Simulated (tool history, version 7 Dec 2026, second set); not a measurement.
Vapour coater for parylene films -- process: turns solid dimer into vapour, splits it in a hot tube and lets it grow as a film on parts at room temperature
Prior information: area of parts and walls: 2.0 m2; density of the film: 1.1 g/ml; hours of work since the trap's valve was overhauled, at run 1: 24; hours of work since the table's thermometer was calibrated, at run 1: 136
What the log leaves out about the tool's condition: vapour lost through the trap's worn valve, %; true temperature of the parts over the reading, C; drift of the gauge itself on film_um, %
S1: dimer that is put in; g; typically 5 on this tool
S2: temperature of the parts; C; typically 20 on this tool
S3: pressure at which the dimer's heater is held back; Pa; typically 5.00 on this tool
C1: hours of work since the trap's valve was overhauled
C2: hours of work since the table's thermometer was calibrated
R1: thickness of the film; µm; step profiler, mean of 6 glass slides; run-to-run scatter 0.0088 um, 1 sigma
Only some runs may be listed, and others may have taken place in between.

run     day  S1  S2    S3   C1   C2     R1
  1   0.000   5  20  5.00   24  136  1.615
  2   0.575   5  20  5.00   35  147  1.601
  3   1.383   5  20  5.00   50  163  1.614
  4   1.912   5  20  5.00   60  172  1.604
  5   2.912   5  20  5.00   79  191  1.604
  6   3.438   5  20  5.00   89  201  1.607
  7   4.171   5  20  5.00  103  215  1.614
  8   4.996   5  20  5.00  119  231  1.602
  9   5.692   5  16  5.00  132  244  1.708
 10   6.412   5  20  5.00  145  258  1.596
 11   7.212   5  20  5.00  161  273  1.598
 12   7.808   5  20  5.00  172  284  1.602
 13   8.625   5  20  5.00  187  300  1.592
 14   9.588   5  20  5.00  206  318  1.580
 15  10.683   5  24  5.00  226  338  1.483
 16  11.404   2  26  5.75  240  352  0.568
 17  12.025   2  26  5.75  252  364  0.568
 18  12.512   2  13  2.16  261  373  0.739
 19  13.154   2  13  2.16  273  385  0.735
 20  13.667   5  17  2.60  283  395  1.699
 21  14.400   3  17  2.77  297  409  1.027
 22  15.442   5  15  2.40  316  428  1.763
 23  16.250   2  22  3.84  332  444  0.611
 24  16.821   8  13  7.29  342  455  2.690

Forecast run 25:
 25  17.688   8  13  7.29  359  471   ?

For run 25 the tool returned R1 2.708 µm.
If the tool had no hidden condition, the same run with the same run-to-run variation would have returned R1 2.856 µm.
